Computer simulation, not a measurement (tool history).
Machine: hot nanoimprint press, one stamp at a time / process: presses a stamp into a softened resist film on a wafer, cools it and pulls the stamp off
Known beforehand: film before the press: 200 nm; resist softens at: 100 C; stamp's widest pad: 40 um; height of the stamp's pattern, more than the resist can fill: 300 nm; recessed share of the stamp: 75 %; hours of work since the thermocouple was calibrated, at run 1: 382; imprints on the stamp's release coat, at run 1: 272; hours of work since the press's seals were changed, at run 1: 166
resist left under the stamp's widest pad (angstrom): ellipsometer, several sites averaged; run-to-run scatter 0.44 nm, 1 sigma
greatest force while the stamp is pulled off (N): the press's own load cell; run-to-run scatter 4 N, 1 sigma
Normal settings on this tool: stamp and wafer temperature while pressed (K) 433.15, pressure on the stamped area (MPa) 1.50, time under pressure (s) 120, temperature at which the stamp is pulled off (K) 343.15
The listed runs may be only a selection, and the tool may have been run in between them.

run   hour  stamp and wafer temperature while pressed (K)  pressure on the stamped area (MPa)  time under pressure (s)  temperature at which the stamp is pulled off (K)  hours of work since the thermocouple was calibrated  imprints on the stamp's release coat  hours of work since the press's seals were changed  resist left under the stamp's widest pad (angstrom)  greatest force while the stamp is pulled off (N)
  1    0.0                                         433.15                                1.50                      120                                            343.15                                                  382                                   272                                                 166                                                  921                                               199
  2   10.4                                         424.15                                1.50                      120                                            343.15                                                  387                                   309                                                 171                                                 1293                                               191
  3   18.1                                         433.15                                1.50                      120                                            335.15                                                  391                                   338                                                 175                                                  921                                               211
  4   27.1                                         433.15                                1.50                      120                                            335.15                                                  395                                   371                                                 179                                                  918                                               215
  5   37.5                                         433.15                                1.50                      120                                            343.15                                                  400                                   409                                                 184                                                  917                                               194
  6   49.6                                         433.15                                1.50                      120                                            343.15                                                  406                                   453                                                 190                                                  913                                               194
  7   62.6                                         433.15                                1.50                      238                                            343.15                                                  412                                   500                                                 196                                                  722                                               200
  8   72.3                                         433.15                                1.50                      238                                            343.15                                                  416                                   536                                                 200                                                  725                                               191
  9   81.3                                         433.15                                1.50                      120                                            343.15                                                  421                                   569                                                 205                                                  930                                               196
 10   92.2                                         433.15                                1.50                      120                                            343.15                                                  426                                   608                                                 210                                                  915                                               195
 11  100.4                                         433.15                                1.50                      120                                            343.15                                                  430                                   638                                                 214                                                  909                                               199
 12  111.0                                         433.15                                1.50                      120                                            343.15                                                  435                                   677                                                 219                                                  904                                               196
 13  119.1                                         433.15                                1.50                      120                                            343.15                                                  439                                   707                                                 223                                                  915                                               201
 14  131.6                                         439.15                                1.12                      120                                            343.15                                                  445                                   753                                                 229                                                  843                                               194
 15  141.7                                         434.15                                1.00                      202                                            329.15                                                  449                                   789                                                 234                                                  917                                               232
 16  152.9                                         433.15                                1.50                      120                                            343.15                                                  455                                   830                                                 239                                                  910                                               193
 17  161.6                                         433.15                                1.50                      120                                            343.15                                                  459                                   862                                                 243                                                  911                                               201
 18  168.2                                         433.15                                1.50                      120                                            343.15                                                  462                                   886                                                 246                                                  906                                               202
 19  175.9                                         433.15                                1.50                      142                                            335.15                                                  466                                   914                                                 250                                                  857                                               213
 20  188.6                                         431.15                                1.50                      120                                            349.15                                                  472                                   961                                                 256                                                  980                                               185
 21  200.1                                         431.15                                1.50                      120                                            349.15                                                  477                                  1003                                                 261                                                  985                                               181
 22  211.6                                         431.15                                1.50                      120                                            349.15                                                  483                                  1045                                                 267                                                  979                                               184
 23  223.3                                         445.15                                0.98                      130                                            332.15                                                  488                                  1087                                                 272                                                  702                                               224
 24  235.0                                         445.15                                0.98                      130                                            329.15                                                  494                                  1130                                                 278                                                  704                                               228
 25  247.8                                         445.15                                1.17                      130                                            329.15                                                  500                                  1177                                                 284                                                  630                                               224

Each row is a separate what-if for the run after 25, all from the same tool condition, not one after another. Results?
  A  255.1                                         438.15                                1.17                      130                                            329.15                                                  504                                  1204                                                 288                                                    ?                                                 ?
  B  255.1                                         445.15                                1.17                       61                                            329.15                                                  504                                  1204                                                 288                                                    ?                                                 ?
  C  255.1                                         433.15                                2.34                      120                                            341.15                                                  504                                  1204                                                 288                                                    ?                                                 ?
  D  255.1                                         425.15                                0.96                      130                                            331.15                                                  504                                  1204                                                 288                                                    ?                                                 ?
  E  255.1                                         433.15                                2.21                      120                                            335.15                                                  504                                  1204                                                 288                                                    ?                                                 ?

run  resist left under the stamp's widest pad (angstrom)  greatest force while the stamp is pulled off (N)
  A                                                  822                                               233
  B                                                  826                                               227
  C                                                  703                                               202
  D                                                 1423                                               224
  E                                                  731                                               219
The same runs, with their run-to-run variation unchanged, on a tool lacking any hidden condition would have given:
run  resist left under the stamp's widest pad (angstrom)  greatest force while the stamp is pulled off (N)
  A                                                  835                                               230
  B                                                  839                                               223
  C                                                  715                                               199
  D                                                 1447                                               221
  E                                                  742                                               216
